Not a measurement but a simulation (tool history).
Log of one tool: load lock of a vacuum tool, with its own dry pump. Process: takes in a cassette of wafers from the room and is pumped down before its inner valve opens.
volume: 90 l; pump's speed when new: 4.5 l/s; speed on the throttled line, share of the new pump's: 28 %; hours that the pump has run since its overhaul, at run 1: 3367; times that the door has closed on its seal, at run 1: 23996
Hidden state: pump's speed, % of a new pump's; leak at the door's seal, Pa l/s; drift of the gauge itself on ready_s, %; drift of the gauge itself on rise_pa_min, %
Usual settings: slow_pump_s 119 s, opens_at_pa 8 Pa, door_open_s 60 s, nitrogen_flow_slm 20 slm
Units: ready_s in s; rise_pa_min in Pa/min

| run | hour | slow_pump_s | opens_at_pa | door_open_s | nitrogen_flow_slm | hours that the pump has run since its overhaul | times that the door has closed on its seal | incoming humidity of the room's air, % | ready_s | rise_pa_min |
|---|---|---|---|---|---|---|---|---|---|---|
| 1 | 0.0 | 119 | 8 | 60 | 20 | 3367 | 23996 | 45.1 | 281.6 | 0.360 |
| 2 | 78.8 | 119 | 8 | 60 | 20 | 3446 | 24285 | 44.9 | 280.6 | 0.355 |
| 3 | 154.9 | 69 | 8 | 60 | 20 | 3522 | 24564 | 40.9 | 245.6 | 0.362 |
| 4 | 254.4 | 69 | 8 | 60 | 20 | 3621 | 24929 | 43.7 | 247.2 | 0.369 |
| 5 | 301.7 | 119 | 8 | 148 | 20 | 3669 | 25102 | 45.0 | 283.6 | 0.413 |
| 6 | 351.2 | 119 | 8 | 148 | 20 | 3718 | 25284 | 41.9 | 282.0 | 0.413 |
| 7 | 396.3 | 119 | 8 | 148 | 20 | 3763 | 25450 | 41.0 | 281.9 | 0.416 |
| 8 | 453.0 | 119 | 8 | 148 | 20 | 3820 | 25658 | 39.8 | 281.0 | 0.425 |
| 9 | 516.5 | 119 | 8 | 148 | 20 | 3883 | 25891 | 44.4 | 283.0 | 0.427 |
| 10 | 592.6 | 119 | 8 | 140 | 20 | 3959 | 26170 | 42.3 | 281.1 | 0.436 |
| 11 | 685.9 | 119 | 8 | 140 | 20 | 4053 | 26512 | 45.1 | 282.7 | 0.435 |
|  | 771.5 | door's seal changed, seat wiped |
| 12 | 779.8 | 119 | 8 | 140 | 20 | 4145 | 30 | 46.8 | 280.9 | 0.083 |
| 13 | 855.8 | 119 | 8 | 63 | 20 | 4221 | 309 | 45.7 | 283.7 | 0.044 |
| 14 | 939.1 | 119 | 8 | 63 | 20 | 4305 | 615 | 45.7 | 282.6 | 0.043 |
| 15 | 1038.3 | 119 | 8 | 63 | 20 | 4404 | 978 | 42.6 | 283.7 | 0.043 |
| 16 | 1124.3 | 119 | 8 | 60 | 17 | 4490 | 1294 | 46.4 | 282.0 | 0.052 |
| 17 | 1181.1 | 194 | 8 | 60 | 20 | 4547 | 1502 | 43.6 | 336.1 | 0.045 |
| 18 | 1230.4 | 194 | 8 | 60 | 20 | 4596 | 1683 | 46.4 | 332.4 | 0.052 |
| 19 | 1293.9 | 194 | 8 | 60 | 20 | 4659 | 1916 | 45.9 | 336.2 | 0.051 |
| 20 | 1355.6 | 130 | 13 | 60 | 20 | 4721 | 2143 | 47.0 | 280.3 | 0.055 |
| 21 | 1411.5 | 74 | 6 | 36 | 20 | 4777 | 2348 | 41.1 | 257.7 | 0.040 |
| 22 | 1505.9 | 125 | 8 | 60 | 21 | 4871 | 2694 | 49.0 | 283.4 | 0.057 |
| 23 | 1587.4 | 125 | 8 | 60 | 28 | 4953 | 2993 | 49.5 | 289.0 | 0.050 |
| 24 | 1685.2 | 125 | 8 | 60 | 28 | 5051 | 3352 | 41.4 | 287.3 | 0.051 |
| 25 | 1763.7 | 119 | 9 | 206 | 20 | 5129 | 3640 | 44.0 | 278.5 | 0.117 |
| 26 | 1859.0 | 119 | 9 | 206 | 8 | 5224 | 3989 | 42.9 | 282.3 | 0.147 |
| 27 | 1958.1 | 119 | 9 | 206 | 8 | 5323 | 4353 | 46.3 | 279.0 | 0.157 |
| 28 | 2023.3 | 228 | 8 | 60 | 20 | 5389 | 4592 | 42.1 | 365.9 | 0.065 |
| 29 | 2081.3 | 123 | 8 | 226 | 39 | 5447 | 4805 | 41.1 | 288.2 | 0.099 |
| 30 | 2167.2 | 123 | 8 | 207 | 14 | 5533 | 5120 | 43.1 | 285.3 | 0.136 |
| 31 | 2220.8 | 65 | 8 | 56 | 8 | 5586 | 5317 | 44.4 | 247.0 | 0.081 |
| 32 | 2299.2 | 65 | 8 | 56 | 8 | 5665 | 5604 | 43.7 | 247.2 | 0.077 |
| 33 | 2357.5 | 65 | 9 | 31 | 8 | 5723 | 5818 | 45.0 | 244.4 | 0.069 |
| 34 | 2414.2 | 169 | 9 | 31 | 38 | 5780 | 6026 | 46.3 | 318.0 | 0.059 |
| 35 | 2456.2 | 169 | 14 | 206 | 38 | 5822 | 6180 | 44.8 | 308.7 | 0.111 |
| 36 | 2543.9 | 119 | 8 | 170 | 4 | 5909 | 6502 | 44.2 | 285.2 | 0.164 |

Measured less the same run without the tool's hidden state. The same run-to-run variation is in both; the gauge's scatter may not be:
| run | ready_s | rise_pa_min |
|---|---|---|
| 1 | +4.5 | +0.317 |
| 2 | +4.6 | +0.318 |
| 3 | +5.1 | +0.327 |
| 4 | +5.4 | +0.331 |
| 5 | +5.1 | +0.335 |
| 6 | +5.1 | +0.336 |
| 7 | +5.2 | +0.341 |
| 8 | +5.3 | +0.349 |
| 9 | +5.4 | +0.351 |
| 10 | +5.6 | +0.360 |
| 11 | +5.7 | +0.360 |
| 12 | +5.4 | +0.000 |
| 13 | +5.6 | +0.001 |
| 14 | +5.7 | +0.003 |
| 15 | +5.9 | +0.004 |
| 16 | +6.0 | +0.006 |
| 17 | +5.3 | +0.006 |
| 18 | +5.3 | +0.007 |
| 19 | +5.5 | +0.008 |
| 20 | +5.9 | +0.010 |
| 21 | +7.7 | +0.011 |
| 22 | +6.9 | +0.012 |
| 23 | +7.2 | +0.014 |
| 24 | +7.3 | +0.017 |
| 25 | +7.3 | +0.018 |
| 26 | +7.2 | +0.020 |
| 27 | +7.3 | +0.023 |
| 28 | +6.6 | +0.025 |
| 29 | +7.7 | +0.026 |
| 30 | +8.2 | +0.028 |
| 31 | +8.8 | +0.030 |
| 32 | +8.9 | +0.032 |
| 33 | +8.9 | +0.033 |
| 34 | +7.4 | +0.035 |
| 35 | +7.4 | +0.036 |
| 36 | +9.0 | +0.038 |
